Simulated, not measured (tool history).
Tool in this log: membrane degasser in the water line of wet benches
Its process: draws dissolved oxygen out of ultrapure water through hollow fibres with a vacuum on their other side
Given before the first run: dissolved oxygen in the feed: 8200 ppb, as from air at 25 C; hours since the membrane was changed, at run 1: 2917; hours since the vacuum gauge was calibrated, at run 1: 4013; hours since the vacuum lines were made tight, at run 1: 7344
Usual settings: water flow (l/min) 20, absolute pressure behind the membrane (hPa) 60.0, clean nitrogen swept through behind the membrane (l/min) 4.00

run	day	water flow (l/min)	absolute pressure behind the membrane (hPa)	clean nitrogen swept through behind the membrane (l/min)	hours since the membrane was changed	hours since the vacuum gauge was calibrated	hours since the vacuum lines were made tight	dissolved oxygen in the water behind the degasser (ppb)	pressure that the water loses in the fibres (hPa)
1	0.000	20	60.0	4.00	2917	4013	7344	43.7	568.5
2	5.600	20	60.0	4.00	3051	4147	7478	43.8	564.2
3	8.800	20	60.0	4.00	3128	4224	7555	42.8	564.9
4	14.808	20	60.0	4.00	3272	4368	7699	41.9	566.0
5	19.983	20	60.0	4.00	3396	4493	7823	43.5	564.2
6	23.025	20	44.1	4.00	3469	4565	7896	23.6	570.7
7	26.996	20	60.0	4.00	3565	4661	7992	42.9	564.9
8	31.500	20	60.0	4.00	3673	4769	8100	44.3	571.7
9	36.129	20	60.0	4.00	3784	4880	8211	43.1	568.3
10	39.733	20	60.0	4.00	3870	4967	8297	43.2	570.6
11	46.571	20	60.0	10.79	4035	5131	8462	22.0	564.4
12	53.125	17	60.0	4.00	4192	5288	8619	33.3	480.1
13	59.942	17	60.0	4.00	4355	5452	8782	34.5	482.2
# day 64.554: seals of the vacuum lines changed
14	64.629	17	60.0	4.00	4466	5562	2	34.3	480.8
15	69.612	17	60.0	4.00	4586	5682	121	33.9	483.5
16	73.808	17	60.0	4.00	4686	5782	222	34.1	481.4
17	78.208	18	50.4	2.89	4792	5888	328	34.3	512.2
18	82.233	27	60.0	11.17	4888	5985	424	38.7	768.1
# day 85.683: vacuum gauge calibrated
19	88.512	15	53.6	4.75	5039	68	575	19.8	424.8
20	95.025	15	53.6	4.75	5195	224	731	20.2	421.4
21	99.258	20	142.4	2.18	5297	326	832	242.4	566.9
22	102.742	20	142.4	2.18	5380	409	916	242.6	570.3
23	105.858	19	68.9	9.86	5455	484	991	25.8	542.9
24	109.017	15	40.0	2.19	5531	560	1067	16.5	425.2
25	115.708	15	40.0	2.19	5691	721	1227	16.5	423.6
26	122.488	15	40.0	2.19	5854	883	1390	15.9	425.9
27	127.025	20	98.2	4.00	5963	992	1499	88.1	571.8
28	131.150	20	62.4	4.14	6062	1091	1598	44.9	571.2
29	136.821	20	50.8	6.78	6198	1227	1734	21.9	566.1
30	141.275	18	48.2	3.33	6305	1334	1841	27.1	514.4
31	145.721	18	48.2	3.33	6412	1441	1947	27.9	507.4
32	148.571	18	48.2	3.33	6480	1509	2016	27.8	510.4

Predict each of these 4 candidate next runs independently; none follows another, all start after run 32:
A	152.404	12	38.8	7.96	6572	1601	2108	?	?
B	152.404	27	47.7	3.32	6572	1601	2108	?	?
C	152.404	13	60.0	4.20	6572	1601	2108	?	?
D	152.404	17	54.0	7.50	6572	1601	2108	?	?

run	dissolved oxygen in the water behind the degasser (ppb)	pressure that the water loses in the fibres (hPa)
A	4.4	340.3
B	52.2	769.9
C	22.7	367.1
D	17.7	481.7
The same runs, with their run-to-run variation unchanged, on a tool lacking any hidden condition would have given:
run	dissolved oxygen in the water behind the degasser (ppb)	pressure that the water loses in the fibres (hPa)
A	4.4	340.0
B	52.0	769.2
C	22.6	366.8
D	17.6	481.3
